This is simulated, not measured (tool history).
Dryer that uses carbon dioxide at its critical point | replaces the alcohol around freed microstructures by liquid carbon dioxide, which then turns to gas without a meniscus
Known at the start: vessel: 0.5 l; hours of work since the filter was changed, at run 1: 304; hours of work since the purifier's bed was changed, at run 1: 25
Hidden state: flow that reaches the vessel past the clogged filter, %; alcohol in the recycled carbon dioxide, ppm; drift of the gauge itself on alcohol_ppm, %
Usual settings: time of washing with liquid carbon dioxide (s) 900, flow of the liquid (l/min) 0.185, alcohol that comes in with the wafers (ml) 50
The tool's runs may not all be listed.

run	hour	time of washing with liquid carbon dioxide (s)	flow of the liquid (l/min)	alcohol that comes in with the wafers (ml)	hours of work since the filter was changed	hours of work since the purifier's bed was changed	alcohol left in the vessel before it's heated (ppm by volume)
1	0.0	900	0.185	50	304	25	2591
2	4.8	900	0.140	50	306	27	6201
3	16.0	900	0.140	50	309	30	6155
4	24.2	900	0.140	50	312	33	6128
5	33.9	900	0.140	50	315	36	6294
6	45.1	900	0.185	50	319	40	2551
7	52.3	900	0.185	50	321	42	2589
8	57.4	900	0.282	50	323	43	414
9	66.1	900	0.185	36	325	46	1892
10	74.7	900	0.139	36	328	49	4589
11	79.7	900	0.139	36	330	51	4690
12	90.7	900	0.185	50	333	54	2489
13	100.7	900	0.185	50	336	57	2620
14	107.9	900	0.185	50	339	59	2632
15	113.2	900	0.185	50	340	61	2621
16	122.3	900	0.185	50	343	64	2664
17	128.6	900	0.185	48	345	66	2546
18	138.4	900	0.185	50	348	69	2688
19	144.8	900	0.185	50	350	71	2623
20	151.4	900	0.185	50	352	73	2679
21	158.1	900	0.185	50	355	75	2712
22	165.0	900	0.259	38	357	78	510
23	172.6	1200	0.117	50	359	80	4699
24	184.3	720	0.185	37	363	84	4179
25	191.5	720	0.185	37	365	86	4178
26	202.1	720	0.185	37	369	89	4136
27	211.7	720	0.185	37	372	93	4114
28	222.1	840	0.227	37	375	96	1228
29	230.2	840	0.227	37	377	98	1226
30	236.7	1320	0.196	77	380	100	606
31	243.8	1320	0.196	77	382	103	593
32	250.3	1320	0.196	77	384	105	620

Forecast run 33:
33	259.8	900	0.113	30	387	108	?

Run 33 gave alcohol left in the vessel before it's heated (ppm by volume) 6480.
Without the tool's hidden state the same run would have given alcohol left in the vessel before it's heated (ppm by volume) 5106.
